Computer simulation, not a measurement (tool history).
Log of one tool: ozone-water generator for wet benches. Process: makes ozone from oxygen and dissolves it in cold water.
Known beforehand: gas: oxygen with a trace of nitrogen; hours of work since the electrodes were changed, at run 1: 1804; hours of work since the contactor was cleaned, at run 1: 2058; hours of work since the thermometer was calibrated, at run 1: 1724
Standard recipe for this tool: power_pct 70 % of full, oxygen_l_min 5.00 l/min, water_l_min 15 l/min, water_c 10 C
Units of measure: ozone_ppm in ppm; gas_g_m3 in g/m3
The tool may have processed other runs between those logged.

run,hour,power_pct,oxygen_l_min,water_l_min,water_c,hours of work since the electrodes were changed,hours of work since the contactor was cleaned,hours of work since the thermometer was calibrated,ozone_ppm,gas_g_m3
1,0.0,70,5.00,15,10,1804,2058,1724,35.5,250.5
2,39.3,70,5.00,13,10,1841,2096,1762,39.1,250.8
3,71.1,70,5.00,15,7,1872,2126,1793,36.7,252.0
4,109.6,70,5.00,15,7,1909,2163,1829,36.9,250.7
5,156.5,70,5.00,15,7,1954,2208,1874,36.7,252.6
6,184.4,70,5.00,15,7,1980,2235,1901,36.9,249.3
7,225.7,70,5.00,15,10,2020,2274,1941,34.6,248.9
8,248.9,70,5.00,15,10,2042,2296,1963,34.9,251.1
9,298.1,70,5.00,15,10,2089,2344,2010,34.9,250.6
10,342.7,70,5.00,15,10,2132,2386,2053,34.9,248.8
11,379.2,70,5.00,15,10,2167,2421,2088,35.1,250.7
12,431.1,70,5.00,15,10,2217,2471,2137,34.8,249.1
13,456.8,70,5.00,15,10,2241,2496,2162,34.4,249.0
14,491.5,70,5.00,15,10,2275,2529,2195,35.0,250.6
15,528.5,70,5.94,15,10,2310,2564,2231,34.5,227.8
16,567.7,70,5.00,18,8,2348,2602,2268,31.2,249.4
17,609.8,70,5.00,18,8,2388,2642,2309,30.8,248.2
18,635.7,70,6.57,15,8,2413,2667,2334,36.3,217.8
19,662.0,61,3.98,17,8,2438,2692,2359,28.1,251.2
20,689.1,61,3.98,17,8,2464,2718,2385,28.5,252.0
21,718.6,87,5.00,22,10,2492,2747,2413,29.3,285.6
22,756.4,70,5.00,11,10,2529,2783,2449,42.7,251.7
23,789.1,77,4.02,15,10,2560,2814,2480,36.0,292.9
24,812.2,75,4.02,15,10,2582,2836,2503,35.2,286.5
25,842.2,89,8.03,22,10,2611,2865,2531,31.1,232.5

Here are 5 independent what-if runs from the current tool condition. What would each one return?
# hour 879.7: water thermometer calibrated
A,881.4,99,5.00,14,13,2648,2902,2,?,?
# hour 879.7: water thermometer calibrated
B,881.4,70,2.87,17,10,2648,2902,2,?,?
# hour 879.7: water thermometer calibrated
C,881.4,69,8.03,22,8,2648,2902,2,?,?
# hour 879.7: water thermometer calibrated
D,881.4,50,6.36,22,8,2648,2902,2,?,?
# hour 879.7: water thermometer calibrated
E,881.4,89,5.18,10,8,2648,2902,2,?,?

run,ozone_ppm,gas_g_m3
A,44.0,315.6
B,28.7,324.7
C,27.0,191.4
D,21.2,176.2
E,55.6,289.6
Take away the tool's hidden state, keep each run's random variation, and the runs would have read:
run,ozone_ppm,gas_g_m3
A,48.2,338.7
B,31.1,343.6
C,29.3,202.4
D,22.7,183.9
E,60.4,309.4
